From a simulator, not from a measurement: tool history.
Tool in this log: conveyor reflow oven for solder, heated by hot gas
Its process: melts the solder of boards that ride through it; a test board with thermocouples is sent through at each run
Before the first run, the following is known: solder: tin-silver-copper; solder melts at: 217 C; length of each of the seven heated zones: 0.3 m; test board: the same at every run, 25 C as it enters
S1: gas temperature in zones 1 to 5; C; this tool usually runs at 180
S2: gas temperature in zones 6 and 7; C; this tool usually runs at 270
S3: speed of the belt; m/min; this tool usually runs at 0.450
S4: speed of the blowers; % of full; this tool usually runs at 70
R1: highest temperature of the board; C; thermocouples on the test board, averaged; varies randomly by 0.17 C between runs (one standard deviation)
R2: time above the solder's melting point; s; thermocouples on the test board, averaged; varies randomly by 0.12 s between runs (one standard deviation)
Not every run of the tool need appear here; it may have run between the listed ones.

| run | day | S1 | S2 | S3 | S4 | R1 | R2 |
|---|---|---|---|---|---|---|---|
| 1 | 0.000 | 180 | 270 | 0.450 | 70 | 254.8 | 64.8 |
| 2 | 0.917 | 180 | 270 | 0.450 | 70 | 254.9 | 64.6 |
| 3 | 1.492 | 180 | 270 | 0.450 | 70 | 254.5 | 64.5 |
| 4 | 2.133 | 180 | 270 | 0.450 | 89 | 257.5 | 67.0 |
| 5 | 3.242 | 180 | 270 | 0.450 | 89 | 257.4 | 67.0 |
| 6 | 4.267 | 180 | 270 | 0.450 | 89 | 257.3 | 67.1 |
| 7 | 5.396 | 180 | 270 | 0.450 | 70 | 254.2 | 64.1 |
| 8 | 6.175 | 180 | 270 | 0.450 | 70 | 254.2 | 64.2 |
|  | 6.438 | belt drive overhauled, speed set with a stopwatch |
| 9 | 7.492 | 180 | 270 | 0.375 | 70 | 258.6 | 82.1 |
| 10 | 8.262 | 180 | 270 | 0.375 | 70 | 258.3 | 82.0 |
|  | 9.038 | belt drive overhauled, speed set with a stopwatch, once more |
| 11 | 9.171 | 180 | 270 | 0.375 | 70 | 257.9 | 80.9 |
| 12 | 10.250 | 180 | 270 | 0.375 | 70 | 257.6 | 80.4 |
| 13 | 11.446 | 180 | 270 | 0.375 | 70 | 257.9 | 80.6 |
|  | 12.571 | thermocouples of zones 6 and 7 changed |
| 14 | 12.679 | 180 | 270 | 0.375 | 70 | 259.5 | 81.9 |
|  | 14.017 | flux residue cleaned out of gas plates and filters |
| 15 | 14.096 | 180 | 259 | 0.375 | 70 | 250.8 | 76.0 |
| 16 | 14.988 | 194 | 260 | 0.433 | 55 | 248.1 | 68.2 |
| 17 | 15.771 | 188 | 260 | 0.433 | 55 | 246.9 | 63.7 |
| 18 | 16.575 | 182 | 260 | 0.433 | 61 | 246.4 | 61.3 |
| 19 | 17.108 | 182 | 260 | 0.433 | 61 | 246.5 | 61.4 |
| 20 | 17.929 | 182 | 260 | 0.433 | 61 | 246.6 | 60.8 |
| 21 | 18.746 | 182 | 260 | 0.383 | 58 | 249.0 | 72.8 |
| 22 | 19.500 | 182 | 261 | 0.445 | 82 | 249.9 | 63.5 |
| 23 | 20.254 | 180 | 270 | 0.423 | 82 | 259.0 | 71.8 |
| 24 | 21.529 | 169 | 270 | 0.524 | 82 | 250.9 | 48.2 |
| 25 | 22.108 | 181 | 270 | 0.450 | 54 | 251.3 | 61.0 |
| 26 | 23.117 | 181 | 270 | 0.450 | 61 | 253.0 | 62.8 |
| 27 | 23.758 | 181 | 270 | 0.375 | 68 | 259.4 | 81.9 |

Below are 3 alternative next runs, each starting from the tool's condition after run 27. Predict each:
| A | 25.033 | 179 | 280 | 0.375 | 81 | ? | ? |
| B | 25.033 | 190 | 280 | 0.362 | 70 | ? | ? |
| C | 25.033 | 182 | 270 | 0.391 | 70 | ? | ? |

| run | R1 | R2 |
|---|---|---|
| A | 270.2 | 87.3 |
| B | 270.4 | 95.5 |
| C | 258.6 | 78.2 |
The same runs, with their run-to-run variation unchanged, on a tool lacking any hidden condition would have given:
| run | R1 | R2 |
|---|---|---|
| A | 271.8 | 87.9 |
| B | 271.8 | 95.7 |
| C | 260.1 | 79.1 |
